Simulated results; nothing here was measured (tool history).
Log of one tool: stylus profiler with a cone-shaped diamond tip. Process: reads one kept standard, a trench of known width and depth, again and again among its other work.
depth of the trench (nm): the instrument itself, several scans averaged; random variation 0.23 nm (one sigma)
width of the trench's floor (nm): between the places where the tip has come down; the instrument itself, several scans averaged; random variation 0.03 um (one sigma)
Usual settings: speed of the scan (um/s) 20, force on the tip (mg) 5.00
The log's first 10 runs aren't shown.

run	hour	speed of the scan (um/s)	force on the tip (mg)	scans with this tip	hours of work since the height scale was calibrated	depth of the trench (nm)	width of the trench's floor (nm)
11	243.3	20	5.00	6913	957	1009.62	45910
12	257.4	20	3.80	6993	968	1008.02	45920
13	279.5	20	3.80	7118	986	1008.02	45910
14	307.2	20	3.80	7276	1008	1007.84	45930
15	330.8	20	5.00	7409	1026	1009.80	45920
16	359.7	20	5.00	7573	1049	1009.41	45910
17	390.8	20	5.00	7749	1073	1009.28	45910
18	416.0	20	5.00	7892	1093	1009.25	45930
19	435.1	7	5.00	8001	1108	1009.55	45950
20	464.7	20	5.00	8168	1131	1009.51	45990
21	488.0	20	5.00	8300	1149	1009.45	45910
22	509.8	20	5.00	8424	1166	1009.85	45860
23	536.6	20	5.00	8575	1187	1009.90	45960
24	551.6	15	1.78	8660	1199	1005.20	45970
25	567.4	20	1.87	8750	1212	1004.45	45890
26	583.6	7	11.66	8842	1224	1017.36	45970
27	608.1	34	3.46	8981	1244	1007.55	45900
28	622.2	30	1.67	9060	1255	1004.71	45860
29	643.7	23	2.06	9182	1272	1005.04	45870
30	676.0	23	2.06	9365	1297	1005.13	45930
31	705.0	41	5.88	9530	1320	1010.43	45910
32	728.2	44	4.41	9661	1338	1008.75	45880
33	759.6	27	13.39	9839	1362	1018.37	46030
34	783.0	27	13.39	9971	1381	1018.20	45900

Run 35 comes next. What will it give?
35	813.0	7	2.74	10142	1404	?	?

{"run 35": {"depth of the trench (nm)": 1006.25, "width of the trench's floor (nm)": 45980}}
Without the tool's hidden state the same run would have given depth of the trench (nm) 1006.22, width of the trench's floor (nm) 45990.

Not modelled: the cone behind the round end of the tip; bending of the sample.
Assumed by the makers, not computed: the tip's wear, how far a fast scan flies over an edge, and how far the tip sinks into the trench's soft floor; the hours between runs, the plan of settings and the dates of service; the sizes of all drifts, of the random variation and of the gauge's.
